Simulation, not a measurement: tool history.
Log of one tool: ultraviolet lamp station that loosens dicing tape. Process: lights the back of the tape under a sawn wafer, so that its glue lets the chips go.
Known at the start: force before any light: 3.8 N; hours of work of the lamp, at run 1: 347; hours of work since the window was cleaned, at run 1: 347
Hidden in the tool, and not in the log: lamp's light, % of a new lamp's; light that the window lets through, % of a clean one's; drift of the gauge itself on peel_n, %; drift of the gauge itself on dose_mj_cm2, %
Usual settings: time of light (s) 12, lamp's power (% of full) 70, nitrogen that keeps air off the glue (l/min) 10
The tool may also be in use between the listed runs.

run,hour,time of light (s),lamp's power (% of full),nitrogen that keeps air off the glue (l/min),hours of work of the lamp,hours of work since the window was cleaned,force that peels the tape off (N),light that reached the tape (J/m2)
1,0.0,12,70,10,347,347,0.318,2540
2,64.3,12,70,16,398,398,0.246,2500
3,126.3,12,70,16,447,447,0.260,2390
4,184.9,12,70,16,493,493,0.273,2360
# hour 205.1: window cleaned of glue's vapour
5,275.9,12,70,16,565,56,0.253,2420
6,319.3,12,70,16,600,91,0.265,2420
7,380.4,12,70,16,648,139,0.274,2340
8,464.4,16,67,10,715,206,0.237,2920
9,547.0,12,75,10,781,272,0.344,2300

The next listed run, before its measurement:
10,632.2,12,75,10,848,339,?,?

Run 10 gave force that peels the tape off (N) 0.374, light that reached the tape (J/m2) 2330.
Without the tool's hidden state the same run would have given force that peels the tape off (N) 0.211, light that reached the tape (J/m2) 3240.
